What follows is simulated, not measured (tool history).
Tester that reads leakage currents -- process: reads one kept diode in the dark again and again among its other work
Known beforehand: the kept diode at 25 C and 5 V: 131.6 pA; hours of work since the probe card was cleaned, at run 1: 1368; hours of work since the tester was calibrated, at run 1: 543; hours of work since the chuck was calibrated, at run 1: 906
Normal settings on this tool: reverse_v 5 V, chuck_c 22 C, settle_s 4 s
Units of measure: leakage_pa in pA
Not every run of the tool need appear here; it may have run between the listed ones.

| run | hour | reverse_v | chuck_c | settle_s | hours of work since the probe card was cleaned | hours of work since the tester was calibrated | hours of work since the chuck was calibrated | leakage_pa |
|---|---|---|---|---|---|---|---|---|
| 1 | 0 | 5 | 22 | 4 | 1368 | 543 | 906 | 120.17 |
| 2 | 38.7 | 5 | 22 | 4 | 1388 | 564 | 927 | 120.5 |
| 3 | 89.3 | 5 | 22 | 0.41 | 1415 | 590 | 953 | 123.74 |
| 4 | 148.8 | 5 | 27 | 0.41 | 1446 | 622 | 985 | 185.72 |
| 5 | 207.1 | 5 | 27 | 0.41 | 1477 | 653 | 1015 | 187.35 |
| 6 | 254.3 | 5 | 22 | 7.84 | 1502 | 677 | 1040 | 122.03 |
| 7 | 291.8 | 5 | 22 | 4 | 1521 | 697 | 1060 | 122.66 |
| 8 | 343.3 | 5 | 22 | 4 | 1548 | 724 | 1087 | 123.59 |
| 9 | 390.3 | 5 | 22 | 4 | 1573 | 749 | 1112 | 123.77 |
| 10 | 441.3 | 5 | 22 | 4 | 1600 | 776 | 1139 | 124.02 |
| 11 | 487.1 | 5 | 22 | 4 | 1624 | 800 | 1163 | 124.65 |
| 12 | 536.6 | 5 | 22 | 4 | 1650 | 826 | 1189 | 125.03 |
|  | 542 | chuck's temperature calibrated |
| 13 | 597.3 | 5 | 22 | 4 | 1681 | 857 | 29 | 132.14 |
| 14 | 652.7 | 5 | 22 | 4 | 1710 | 886 | 58 | 132.98 |
| 15 | 679.7 | 5 | 22 | 4 | 1725 | 900 | 73 | 132.7 |
| 16 | 736 | 5 | 22 | 4 | 1754 | 930 | 102 | 133.48 |
| 17 | 795.9 | 5 | 22 | 4 | 1786 | 961 | 134 | 134.25 |
| 18 | 845.7 | 5 | 22 | 0.73 | 1812 | 988 | 160 | 135.88 |
|  | 852.5 | chuck's temperature calibrated, once more |
| 19 | 893.9 | 2.53 | 55 | 2.88 | 1836 | 1012 | 22 | 1074.91 |
| 20 | 922.6 | 5 | 22 | 2.42 | 1851 | 1027 | 37 | 108.83 |
| 21 | 959.4 | 5 | 46 | 3.97 | 1871 | 1046 | 56 | 738.73 |
| 22 | 1016.5 | 5 | 46 | 3.97 | 1901 | 1077 | 86 | 744.1 |
| 23 | 1066.5 | 17.77 | 55 | 0.69 | 1927 | 1103 | 113 | 2441.75 |
| 24 | 1122.5 | 5 | 59 | 1.88 | 1957 | 1132 | 142 | 1913.96 |
| 25 | 1183.8 | 5 | 59 | 1.88 | 1989 | 1165 | 174 | 1929.84 |
| 26 | 1243.9 | 14.6 | 38 | 0.32 | 2020 | 1196 | 206 | 652.56 |
| 27 | 1276.8 | 14.6 | 38 | 0.32 | 2038 | 1214 | 223 | 648.48 |
| 28 | 1316 | 3.03 | 49 | 4 | 2058 | 1234 | 244 | 766.04 |
| 29 | 1370.8 | 5 | 28 | 0.65 | 2087 | 1263 | 273 | 185.04 |
| 30 | 1424.1 | 2.72 | 28 | 0.65 | 2115 | 1291 | 301 | 142.23 |
| 31 | 1466.4 | 3.85 | 28 | 1.18 | 2138 | 1313 | 323 | 166.02 |
| 32 | 1523.5 | 5 | 50 | 6.28 | 2168 | 1343 | 353 | 1025.97 |
| 33 | 1566.8 | 5 | 27 | 1.51 | 2190 | 1366 | 376 | 173.22 |
| 34 | 1610 | 11.7 | 27 | 7.65 | 2213 | 1389 | 399 | 254 |
| 35 | 1660.2 | 1.11 | 22 | 4 | 2240 | 1415 | 425 | 59.11 |
| 36 | 1713.5 | 15.4 | 20 | 1.98 | 2268 | 1443 | 453 | 171.58 |

Alternative continuations, all from the tool just after run 36; predict every row:
| A | 1765.7 | 4.03 | 33 | 9.63 | 2295 | 1471 | 481 | ? |
| B | 1765.7 | 13.39 | 22 | 5.81 | 2295 | 1471 | 481 | ? |
| C | 1765.7 | 3.58 | 58 | 1.77 | 2295 | 1471 | 481 | ? |
| D | 1765.7 | 2.32 | 22 | 2.27 | 2295 | 1471 | 481 | ? |

| run | leakage_pa |
|---|---|
| A | 257.11 |
| B | 186.8 |
| C | 1608.52 |
| D | 82.13 |
What these runs would have given with no unlogged condition in the tool:
| run | leakage_pa |
|---|---|
| A | 237.89 |
| B | 152.57 |
| C | 1539.72 |
| D | 73.79 |

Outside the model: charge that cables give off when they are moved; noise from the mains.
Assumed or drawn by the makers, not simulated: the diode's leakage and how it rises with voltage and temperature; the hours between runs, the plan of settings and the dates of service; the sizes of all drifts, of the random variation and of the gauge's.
